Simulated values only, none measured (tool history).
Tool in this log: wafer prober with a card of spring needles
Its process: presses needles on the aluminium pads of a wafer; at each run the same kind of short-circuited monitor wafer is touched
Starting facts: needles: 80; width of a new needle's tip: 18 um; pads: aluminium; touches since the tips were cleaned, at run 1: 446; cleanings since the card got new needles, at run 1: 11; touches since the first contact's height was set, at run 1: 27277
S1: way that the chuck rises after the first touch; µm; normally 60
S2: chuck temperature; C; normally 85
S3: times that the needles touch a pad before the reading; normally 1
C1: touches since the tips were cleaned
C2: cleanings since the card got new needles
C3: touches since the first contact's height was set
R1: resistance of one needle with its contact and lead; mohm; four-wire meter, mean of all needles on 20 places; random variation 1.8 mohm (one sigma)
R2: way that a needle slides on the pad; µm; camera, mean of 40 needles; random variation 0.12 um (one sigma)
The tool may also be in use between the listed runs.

Run 1, hour 0.0: usual settings; C1 446; C2 11; C3 27277. Result: R1 219 mohm, R2 8.86 µm.
At hour 3.3: tips cleaned on abrasive film.
Run 2, hour 5.3: usual settings but S2 27 C; C1 1179; C2 12; C3 30278. Result: R1 231 mohm, R2 8.83 µm.
At hour 6.9: tips cleaned on abrasive film.
At hour 10.9: tips cleaned on abrasive film.
Run 3, hour 11.1: usual settings but S2 27 C; C1 87; C2 14; C3 33442. Result: R1 193 mohm, R2 8.55 µm.
At hour 14.9: tips cleaned on abrasive film.
At hour 18.9: tips cleaned on abrasive film.
Run 4, hour 20.6: usual settings; C1 952; C2 16; C3 38768. Result: R1 227 mohm, R2 8.71 µm.
At hour 22.8: tips cleaned on abrasive film.
At hour 26.9: tips cleaned on abrasive film.
Run 5, hour 29.4: usual settings; C1 1417; C2 18; C3 43695. Result: R1 248 mohm, R2 8.53 µm.
At hour 30.9: tips cleaned on abrasive film.
At hour 35.1: tips cleaned on abrasive film.
Run 6, hour 35.1: usual settings; C1 0; C2 20; C3 46884. Result: R1 198 mohm, R2 8.66 µm.
At hour 39.0: tips cleaned on abrasive film.
Run 7, hour 41.0: usual settings; C1 1145; C2 21; C3 50210. Result: R1 251 mohm, R2 8.38 µm.
At hour 42.9: tips cleaned on abrasive film.
At hour 46.7: tips cleaned on abrasive film.
Run 8, hour 49.3: usual settings; C1 1469; C2 23; C3 54809. Result: R1 257 mohm, R2 8.57 µm.
At hour 50.8: tips cleaned on abrasive film.
At hour 55.2: tips cleaned on abrasive film.
At hour 59.4: tips cleaned on abrasive film.
Run 9, hour 61.7: usual settings but S3 2; C1 1339; C2 26; C3 61771. Result: R1 223 mohm, R2 8.34 µm.
At hour 63.5: tips cleaned on abrasive film.
At hour 67.6: tips cleaned on abrasive film.
At hour 71.7: tips cleaned on abrasive film.
Run 10, hour 73.3: usual settings but S3 3; C1 921; C2 29; C3 68213. Result: R1 210 mohm, R2 8.79 µm.
At hour 76.0: tips cleaned on abrasive film.
At hour 80.0: tips cleaned on abrasive film.
Run 11, hour 82.8: usual settings but S3 3; C1 1610; C2 31; C3 73581. Result: R1 216 mohm, R2 8.52 µm.
At hour 83.8: tips cleaned on abrasive film.
At hour 88.0: tips cleaned on abrasive film.
Run 12, hour 90.5: usual settings; C1 1445; C2 33; C3 77880. Result: R1 273 mohm, R2 8.48 µm.
At hour 92.4: tips cleaned on abrasive film.
At hour 96.0: tips cleaned on abrasive film.
At hour 100.1: tips cleaned on abrasive film.
Run 13, hour 100.8: usual settings; C1 377; C2 36; C3 83570. Result: R1 217 mohm, R2 8.19 µm.
At hour 104.0: tips cleaned on abrasive film.
At hour 107.9: tips cleaned on abrasive film.
At hour 112.0: tips cleaned on abrasive film.
Run 14, hour 112.8: usual settings; C1 439; C2 39; C3 90289. Result: R1 225 mohm, R2 8.32 µm.
At hour 115.8: tips cleaned on abrasive film.
At hour 120.1: tips cleaned on abrasive film.
At hour 123.9: tips cleaned on abrasive film.
Run 15, hour 125.1: usual settings but S1 74 µm; C1 693; C2 42; C3 97159. Result: R1 212 mohm, R2 10.36 µm.
At hour 127.6: tips cleaned on abrasive film.
At hour 131.3: tips cleaned on abrasive film.
At hour 135.1: tips cleaned on abrasive film.
Run 16, hour 136.3: usual settings but S1 69 µm, S3 2; C1 673; C2 45; C3 103376. Result: R1 205 mohm, R2 9.39 µm.
At hour 138.9: tips cleaned on abrasive film.
At hour 142.7: tips cleaned on abrasive film.
At hour 146.7: tips cleaned on abrasive film.
Run 17, hour 147.9: usual settings but S1 53 µm, S2 110 C, S3 2; C1 676; C2 48; C3 109881. Result: R1 233 mohm, R2 7.25 µm.
At hour 150.4: tips cleaned on abrasive film.
At hour 154.4: tips cleaned on abrasive film.
Run 18, hour 157.6: usual settings but S1 53 µm, S2 110 C, S3 2; C1 1834; C2 50; C3 115323. Result: R1 274 mohm, R2 7.07 µm.
At hour 158.4: tips cleaned on abrasive film.
At hour 162.6: tips cleaned on abrasive film.
Run 19, hour 164.0: usual settings but S1 70 µm, S2 101 C, S3 2; C1 816; C2 52; C3 118872. Result: R1 216 mohm, R2 9.71 µm.
At hour 166.7: tips cleaned on abrasive film.
At hour 171.2: tips cleaned on abrasive film.
At hour 175.0: tips cleaned on abrasive film.
Run 20, hour 176.3: usual settings but S1 46 µm, S2 94 C, S3 2; C1 735; C2 55; C3 125724. Result: R1 262 mohm, R2 5.99 µm.
At hour 178.8: tips cleaned on abrasive film.
At hour 183.1: tips cleaned on abrasive film.
Run 21, hour 184.8: usual settings but S1 46 µm, S2 94 C, S3 2; C1 997; C2 57; C3 130507. Result: R1 277 mohm, R2 5.80 µm.
At hour 187.2: tips cleaned on abrasive film.
At hour 191.1: tips cleaned on abrasive film.
Run 22, hour 191.7: usual settings but S1 44 µm, S2 119 C, S3 2; C1 290; C2 59; C3 134306. Result: R1 242 mohm, R2 5.64 µm.
At hour 195.1: tips cleaned on abrasive film.
At hour 199.3: tips cleaned on abrasive film.
Run 23, hour 200.7: usual settings but S1 44 µm, S2 119 C, S3 2; C1 815; C2 61; C3 139370. Result: R1 284 mohm, R2 5.60 µm.
At hour 203.1: tips cleaned on abrasive film.
At hour 206.9: tips cleaned on abrasive film.
At hour 210.5: tips cleaned on abrasive film.
Run 24, hour 210.5: usual settings but S1 45 µm; C1 0; C2 64; C3 144833. Result: R1 228 mohm, R2 5.53 µm.
At hour 214.2: tips cleaned on abrasive film.
At hour 217.9: tips cleaned on abrasive film.
Run 25, hour 219.5: usual settings but S1 45 µm, S2 28 C; C1 943; C2 66; C3 149876. Result: R1 331 mohm, R2 5.88 µm.
At hour 221.9: tips cleaned on abrasive film.
At hour 225.8: tips cleaned on abrasive film.
Run 26, hour 229.0: usual settings but S1 45 µm, S2 28 C; C1 1872; C2 68; C3 155198. Result: R1 430 mohm, R2 5.43 µm.
At hour 229.8: tips cleaned on abrasive film.
At hour 233.6: tips cleaned on abrasive film.
At hour 237.9: tips cleaned on abrasive film.
Run 27, hour 241.1: usual settings but S1 64 µm, S2 28 C; C1 1855; C2 71; C3 161936. Result: R1 286 mohm, R2 8.34 µm.
At hour 242.1: tips cleaned on abrasive film.
At hour 246.0: tips cleaned on abrasive film.
At hour 249.9: tips cleaned on abrasive film.
Run 28, hour 252.4: usual settings but S1 64 µm, S2 28 C; C1 1426; C2 74; C3 168227. Result: R1 270 mohm, R2 8.28 µm.
At hour 254.1: tips cleaned on abrasive film.
At hour 257.8: tips cleaned on abrasive film.
Run 29, hour 257.8: usual settings but S1 48 µm, S2 29 C, S3 3; C1 0; C2 76; C3 171201. Result: R1 199 mohm, R2 5.82 µm.
At hour 262.0: tips cleaned on abrasive film.
At hour 266.1: tips cleaned on abrasive film.
Run 30, hour 267.5: usual settings but S1 53 µm, S2 107 C, S3 2; C1 803; C2 78; C3 176657. Result: R1 257 mohm, R2 6.66 µm.

Take each entry between the runs: how does the hidden state at the last listed run before it differ from the hidden state at the first listed run after it?
In the gap between runs 1 and 2: tips cleaned on abrasive film (hour 3.3)
  debris on the tips, nm: 15.9 -> 25.4; way that the needles fall short of the set height, um: 1.26 -> 1.36; tips' diameter, um: 18.44 -> 18.48
  measured result minus the result with no hidden state, R1: +32 -> +57 mohm; R2: -0.19 -> -0.20 µm
In the gap between runs 2 and 3: tips cleaned on abrasive film (hour 6.9); tips cleaned on abrasive film (hour 10.9)
  debris on the tips, nm: 25.4 -> 6.6; way that the needles fall short of the set height, um: 1.36 -> 1.56; tips' diameter, um: 18.48 -> 18.54
  measured result minus the result with no hidden state, R1: +57 -> +16 mohm; R2: -0.20 -> -0.23 µm
In the gap between runs 3 and 4: tips cleaned on abrasive film (hour 14.9); tips cleaned on abrasive film (hour 18.9)
  debris on the tips, nm: 6.6 -> 18.4; way that the needles fall short of the set height, um: 1.56 -> 1.76; tips' diameter, um: 18.54 -> 18.62
  measured result minus the result with no hidden state, R1: +16 -> +39 mohm; R2: -0.23 -> -0.27 µm
In the gap between runs 4 and 5: tips cleaned on abrasive film (hour 22.8); tips cleaned on abrasive film (hour 26.9)
  debris on the tips, nm: 18.4 -> 27.4; way that the needles fall short of the set height, um: 1.76 -> 2; tips' diameter, um: 18.62 -> 18.7
  measured result minus the result with no hidden state, R1: +39 -> +60 mohm; R2: -0.27 -> -0.30 µm
In the gap between runs 5 and 6: tips cleaned on abrasive film (hour 30.9); tips cleaned on abrasive film (hour 35.1)
  debris on the tips, nm: 27.4 -> 3.6; way that the needles fall short of the set height, um: 2 -> 2.25; tips' diameter, um: 18.7 -> 18.79
  measured result minus the result with no hidden state, R1: +60 -> +10 mohm; R2: -0.30 -> -0.33 µm
In the gap between runs 6 and 7: tips cleaned on abrasive film (hour 39.0)
  debris on the tips, nm: 3.6 -> 28.8; way that the needles fall short of the set height, um: 2.25 -> 2.39; tips' diameter, um: 18.79 -> 18.84
  measured result minus the result with no hidden state, R1: +10 -> +64 mohm; R2: -0.33 -> -0.35 µm
In the gap between runs 7 and 8: tips cleaned on abrasive film (hour 42.9); tips cleaned on abrasive film (hour 46.7)
  debris on the tips, nm: 28.8 -> 31.1; way that the needles fall short of the set height, um: 2.39 -> 2.61; tips' diameter, um: 18.84 -> 18.91
  measured result minus the result with no hidden state, R1: +64 -> +70 mohm; R2: -0.35 -> -0.39 µm
In the gap between runs 8 and 9: tips cleaned on abrasive film (hour 50.8); tips cleaned on abrasive film (hour 55.2); tips cleaned on abrasive film (hour 59.4)
  debris on the tips, nm: 31.1 -> 26.1; way that the needles fall short of the set height, um: 2.61 -> 3.03; tips' diameter, um: 18.91 -> 19.06
  measured result minus the result with no hidden state, R1: +70 -> +37 mohm; R2: -0.39 -> -0.45 µm
In the gap between runs 9 and 10: tips cleaned on abrasive film (hour 63.5); tips cleaned on abrasive film (hour 67.6); tips cleaned on abrasive film (hour 71.7)
  debris on the tips, nm: 26.1 -> 24.2; way that the needles fall short of the set height, um: 3.03 -> 3.35; tips' diameter, um: 19.06 -> 19.17
  measured result minus the result with no hidden state, R1: +37 -> +23 mohm; R2: -0.45 -> -0.50 µm
In the gap between runs 10 and 11: tips cleaned on abrasive film (hour 76.0); tips cleaned on abrasive film (hour 80.0)
  debris on the tips, nm: 24.2 -> 30.9; way that the needles fall short of the set height, um: 3.35 -> 3.6; tips' diameter, um: 19.17 -> 19.26
  measured result minus the result with no hidden state, R1: +23 -> +29 mohm; R2: -0.50 -> -0.54 µm
In the gap between runs 11 and 12: tips cleaned on abrasive film (hour 83.8); tips cleaned on abrasive film (hour 88.0)
  debris on the tips, nm: 30.9 -> 31.7; way that the needles fall short of the set height, um: 3.6 -> 3.84; tips' diameter, um: 19.26 -> 19.34
  measured result minus the result with no hidden state, R1: +29 -> +80 mohm; R2: -0.54 -> -0.57 µm
In the gap between runs 12 and 13: tips cleaned on abrasive film (hour 92.4); tips cleaned on abrasive film (hour 96.0); tips cleaned on abrasive film (hour 100.1)
  debris on the tips, nm: 31.7 -> 12.1; way that the needles fall short of the set height, um: 3.84 -> 4.17; tips' diameter, um: 19.34 -> 19.46
  measured result minus the result with no hidden state, R1: +80 -> +32 mohm; R2: -0.57 -> -0.61 µm
In the gap between runs 13 and 14: tips cleaned on abrasive film (hour 104.0); tips cleaned on abrasive film (hour 107.9); tips cleaned on abrasive film (hour 112.0)
  debris on the tips, nm: 12.1 -> 13.1; way that the needles fall short of the set height, um: 4.17 -> 4.51; tips' diameter, um: 19.46 -> 19.58
  measured result minus the result with no hidden state, R1: +32 -> +36 mohm; R2: -0.61 -> -0.68 µm
In the gap between runs 14 and 15: tips cleaned on abrasive film (hour 115.8); tips cleaned on abrasive film (hour 120.1); tips cleaned on abrasive film (hour 123.9)
  debris on the tips, nm: 13.1 -> 16.2; way that the needles fall short of the set height, um: 4.51 -> 4.82; tips' diameter, um: 19.58 -> 19.69
  measured result minus the result with no hidden state, R1: +36 -> +29 mohm; R2: -0.68 -> -0.72 µm
In the gap between runs 15 and 16: tips cleaned on abrasive film (hour 127.6); tips cleaned on abrasive film (hour 131.3); tips cleaned on abrasive film (hour 135.1)
  debris on the tips, nm: 16.2 -> 15.8; way that the needles fall short of the set height, um: 4.82 -> 5.19; tips' diameter, um: 19.69 -> 19.82
  measured result minus the result with no hidden state, R1: +29 -> +22 mohm; R2: -0.72 -> -0.77 µm
In the gap between runs 16 and 17: tips cleaned on abrasive film (hour 138.9); tips cleaned on abrasive film (hour 142.7); tips cleaned on abrasive film (hour 146.7)
  debris on the tips, nm: 15.8 -> 15; way that the needles fall short of the set height, um: 5.19 -> 5.57; tips' diameter, um: 19.82 -> 19.95
  measured result minus the result with no hidden state, R1: +22 -> +37 mohm; R2: -0.77 -> -0.85 µm
In the gap between runs 17 and 18: tips cleaned on abrasive film (hour 150.4); tips cleaned on abrasive film (hour 154.4)
  debris on the tips, nm: 15 -> 35; way that the needles fall short of the set height, um: 5.57 -> 5.83; tips' diameter, um: 19.95 -> 20.04
  measured result minus the result with no hidden state, R1: +37 -> +78 mohm; R2: -0.85 -> -0.89 µm
In the gap between runs 18 and 19: tips cleaned on abrasive film (hour 158.4); tips cleaned on abrasive film (hour 162.6)
  debris on the tips, nm: 35 -> 20.7; way that the needles fall short of the set height, um: 5.83 -> 6.07; tips' diameter, um: 20.04 -> 20.12
  measured result minus the result with no hidden state, R1: +78 -> +28 mohm; R2: -0.89 -> -0.92 µm
In the gap between runs 19 and 20: tips cleaned on abrasive film (hour 166.7); tips cleaned on abrasive film (hour 171.2); tips cleaned on abrasive film (hour 175.0)
  debris on the tips, nm: 20.7 -> 18.9; way that the needles fall short of the set height, um: 6.07 -> 6.4; tips' diameter, um: 20.12 -> 20.24
  measured result minus the result with no hidden state, R1: +28 -> +65 mohm; R2: -0.92 -> -0.96 µm
In the gap between runs 20 and 21: tips cleaned on abrasive film (hour 178.8); tips cleaned on abrasive film (hour 183.1)
  debris on the tips, nm: 18.9 -> 23.7; way that the needles fall short of the set height, um: 6.4 -> 6.66; tips' diameter, um: 20.24 -> 20.33
  measured result minus the result with no hidden state, R1: +65 -> +81 mohm; R2: -0.96 -> -0.99 µm
In the gap between runs 21 and 22: tips cleaned on abrasive film (hour 187.2); tips cleaned on abrasive film (hour 191.1)
  debris on the tips, nm: 23.7 -> 8.4; way that the needles fall short of the set height, um: 6.66 -> 6.87; tips' diameter, um: 20.33 -> 20.41
  measured result minus the result with no hidden state, R1: +81 -> +38 mohm; R2: -0.99 -> -1.05 µm
In the gap between runs 22 and 23: tips cleaned on abrasive film (hour 195.1); tips cleaned on abrasive film (hour 199.3)
  debris on the tips, nm: 8.4 -> 21.1; way that the needles fall short of the set height, um: 6.87 -> 7.12; tips' diameter, um: 20.41 -> 20.49
  measured result minus the result with no hidden state, R1: +38 -> +82 mohm; R2: -1.05 -> -1.07 µm
In the gap between runs 23 and 24: tips cleaned on abrasive film (hour 203.1); tips cleaned on abrasive film (hour 206.9); tips cleaned on abrasive film (hour 210.5)
  debris on the tips, nm: 21.1 -> 3.9; way that the needles fall short of the set height, um: 7.12 -> 7.46; tips' diameter, um: 20.49 -> 20.61
  measured result minus the result with no hidden state, R1: +82 -> +34 mohm; R2: -1.07 -> -1.12 µm
In the gap between runs 24 and 25: tips cleaned on abrasive film (hour 214.2); tips cleaned on abrasive film (hour 217.9)
  debris on the tips, nm: 3.9 -> 21.4; way that the needles fall short of the set height, um: 7.46 -> 7.7; tips' diameter, um: 20.61 -> 20.7
  measured result minus the result with no hidden state, R1: +34 -> +148 mohm; R2: -1.12 -> -1.17 µm
In the gap between runs 25 and 26: tips cleaned on abrasive film (hour 221.9); tips cleaned on abrasive film (hour 225.8)
  debris on the tips, nm: 21.4 -> 36.2; way that the needles fall short of the set height, um: 7.7 -> 7.93; tips' diameter, um: 20.7 -> 20.78
  measured result minus the result with no hidden state, R1: +148 -> +247 mohm; R2: -1.17 -> -1.18 µm
In the gap between runs 26 and 27: tips cleaned on abrasive film (hour 229.8); tips cleaned on abrasive film (hour 233.6); tips cleaned on abrasive film (hour 237.9)
  debris on the tips, nm: 36.2 -> 35.5; way that the needles fall short of the set height, um: 7.93 -> 8.26; tips' diameter, um: 20.78 -> 20.89
  measured result minus the result with no hidden state, R1: +247 -> +113 mohm; R2: -1.18 -> -1.24 µm
In the gap between runs 27 and 28: tips cleaned on abrasive film (hour 242.1); tips cleaned on abrasive film (hour 246.0); tips cleaned on abrasive film (hour 249.9)
  debris on the tips, nm: 35.5 -> 29.2; way that the needles fall short of the set height, um: 8.26 -> 8.6; tips' diameter, um: 20.89 -> 21.01
  measured result minus the result with no hidden state, R1: +113 -> +97 mohm; R2: -1.24 -> -1.28 µm
In the gap between runs 28 and 29: tips cleaned on abrasive film (hour 254.1); tips cleaned on abrasive film (hour 257.8)
  debris on the tips, nm: 29.2 -> 3.9; way that the needles fall short of the set height, um: 8.6 -> 8.81; tips' diameter, um: 21.01 -> 21.08
  measured result minus the result with no hidden state, R1: +97 -> +19 mohm; R2: -1.28 -> -1.32 µm
In the gap between runs 29 and 30: tips cleaned on abrasive film (hour 262.0); tips cleaned on abrasive film (hour 266.1)
  debris on the tips, nm: 3.9 -> 18.8; way that the needles fall short of the set height, um: 8.81 -> 9.03; tips' diameter, um: 21.08 -> 21.16
  measured result minus the result with no hidden state, R1: +19 -> +60 mohm; R2: -1.32 -> -1.38 µm
